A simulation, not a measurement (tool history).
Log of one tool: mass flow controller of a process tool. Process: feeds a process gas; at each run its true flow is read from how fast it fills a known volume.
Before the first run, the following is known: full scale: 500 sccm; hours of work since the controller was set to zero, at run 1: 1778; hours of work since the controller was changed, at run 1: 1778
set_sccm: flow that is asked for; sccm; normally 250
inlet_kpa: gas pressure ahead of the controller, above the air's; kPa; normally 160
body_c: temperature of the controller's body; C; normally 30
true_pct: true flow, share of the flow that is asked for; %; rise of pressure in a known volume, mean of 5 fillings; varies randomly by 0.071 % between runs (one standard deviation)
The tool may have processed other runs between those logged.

run,hour,set_sccm,inlet_kpa,body_c,hours of work since the controller was set to zero,hours of work since the controller was changed,true_pct
1,0,250,160,30,1778,1778,99.41
2,109.9,250,160,30,1819,1819,99.4
3,184.1,250,160,30,1846,1846,99.51
4,287.3,250,177,30,1884,1884,99.34
5,394.5,250,177,30,1923,1923,99.35
6,524.6,250,177,30,1970,1970,99.39
7,613.8,250,177,30,2003,2003,99.32
8,698.9,250,177,30,2034,2034,99.29
9,801.1,250,148,30,2072,2072,99.41
10,908.5,256,160,30,2111,2111,99.47
11,1028,250,160,30,2155,2155,99.36
12,1137,250,160,30,2195,2195,99.43
13,1256.4,250,160,34,2238,2238,99.86
14,1375.1,214,160,30,2282,2282,99.26
15,1480.2,214,160,38,2320,2320,100.18
16,1569.2,214,160,38,2353,2353,100.09
# hour 1582.6: controller's zero set anew
17,1672.8,214,160,38,33,2391,100.57
18,1742.4,495,180,30,58,2416,100.26
19,1832.3,73,160,30,91,2449,101.19
20,1923.4,73,160,30,125,2482,101.1
21,1997.7,310,145,21,152,2510,99.09
22,2065.4,183,158,21,177,2534,98.77
# hour 2078.4: controller's zero set anew, once more
23,2142.1,183,158,21,23,2562,97.67
24,2203.3,183,158,21,46,2585,97.71
25,2344.8,420,263,20,98,2636,97.92
26,2441.9,420,263,20,133,2672,97.89
27,2561,420,263,20,177,2716,97.85
28,2664.7,250,158,38,215,2754,99.63
29,2753.6,250,266,25,247,2786,97.47
30,2838.9,250,266,25,278,2817,97.66
31,2906.3,52,160,37,303,2842,99.26

Here are 4 independent what-if runs from the current tool condition. What would each one return?
A,3046.9,251,207,29,355,2893,?
B,3046.9,206,223,21,355,2893,?
C,3046.9,440,271,29,355,2893,?
D,3046.9,52,160,22,355,2893,?

run,true_pct
A,98.42
B,97.3
C,98.8
D,97.57
With the hidden condition removed and each run's random variation left untouched, the same runs would have given:
run,true_pct
A,99.24
B,98.09
C,99.68
D,97.8
